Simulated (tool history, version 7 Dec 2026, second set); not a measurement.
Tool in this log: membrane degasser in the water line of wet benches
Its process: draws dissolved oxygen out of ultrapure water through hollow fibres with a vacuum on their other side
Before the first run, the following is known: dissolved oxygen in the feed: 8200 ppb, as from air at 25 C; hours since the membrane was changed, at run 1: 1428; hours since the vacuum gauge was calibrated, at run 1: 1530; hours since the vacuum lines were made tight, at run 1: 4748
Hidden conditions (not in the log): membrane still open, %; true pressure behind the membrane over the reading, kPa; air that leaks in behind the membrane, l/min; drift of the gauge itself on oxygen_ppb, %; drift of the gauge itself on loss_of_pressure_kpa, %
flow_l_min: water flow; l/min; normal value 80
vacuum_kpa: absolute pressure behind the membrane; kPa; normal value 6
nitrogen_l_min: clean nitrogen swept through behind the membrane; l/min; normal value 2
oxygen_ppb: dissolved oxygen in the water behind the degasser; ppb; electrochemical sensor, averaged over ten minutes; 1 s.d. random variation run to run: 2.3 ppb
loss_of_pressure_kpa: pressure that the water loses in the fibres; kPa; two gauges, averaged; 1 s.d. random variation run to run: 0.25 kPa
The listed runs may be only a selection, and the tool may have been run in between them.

run	hour	flow_l_min	vacuum_kpa	nitrogen_l_min	hours since the membrane was changed	hours since the vacuum gauge was calibrated	hours since the vacuum lines were made tight	oxygen_ppb	loss_of_pressure_kpa
1	0	80	6	2	1428	1530	4748	227.3	66.48
2	42.2	80	6	2	1471	1572	4790	226.7	66.85
3	67.8	80	3.77	2	1496	1598	4815	50.6	66.79
4	93.5	80	3.77	2	1522	1624	4841	52.2	67.09
5	137.3	73	3.77	2	1566	1668	4885	45.5	60.98
6	182.7	73	3.77	2	1611	1713	4930	46.3	61.54
7	218.5	80	13.71	2	1647	1749	4966	769.5	67.44
8	272.6	80	13.71	2	1701	1803	5020	793.5	67.36
9	314.5	80	6	5.45	1743	1845	5062	100.1	67.78
10	367.1	80	6	5.45	1796	1897	5115	101.9	67.67
11	417.7	80	6	2	1846	1948	5165	226.4	67.45
12	462.1	80	6	2.92	1891	1992	5210	169.7	67.9
13	516.3	80	3.7	4.43	1945	2047	5264	26.5	68.43
# hour 521.1: gauge calibrated
14	570.7	80	3.7	4.43	1999	2101	5318	26.7	66.92
15	600	101	4.37	5.09	2028	2130	5348	73.6	84.46
16	646.9	101	4.37	5.09	2075	2177	5394	73.2	84.71
17	690.5	101	4.37	5.09	2119	2221	5438	74.3	85.23
18	730.2	101	4.37	5.09	2159	2260	5478	74.3	84.9
19	766.3	108	6	1.07	2195	2297	5514	448.3	91.58
20	812.8	79	7.66	0.83	2241	2343	5560	637.5	66.96
21	860.6	84	12.68	2.76	2289	2391	5608	578.4	70.95

Below are 5 alternative next runs, each starting from the tool's condition after run 21. Predict each:
A	888.7	60	3.83	3.05	2317	2419	5636	?	?
B	888.7	84	5.61	2.76	2317	2419	5636	?	?
C	888.7	80	6	4.05	2317	2419	5636	?	?
D	888.7	122	9.49	2.17	2317	2419	5636	?	?
E	888.7	84	11.17	2.76	2317	2419	5636	?	?

run	oxygen_ppb	loss_of_pressure_kpa
A	29.6	50.93
B	161	70.94
C	126.3	68.09
D	663.4	103.77
E	491.8	71.65
Had the tool no hidden state, the same runs would have come out as:
run	oxygen_ppb	loss_of_pressure_kpa
A	29.4	50.06
B	160.7	69.72
C	126.1	66.92
D	663	101.98
E	491.5	70.42
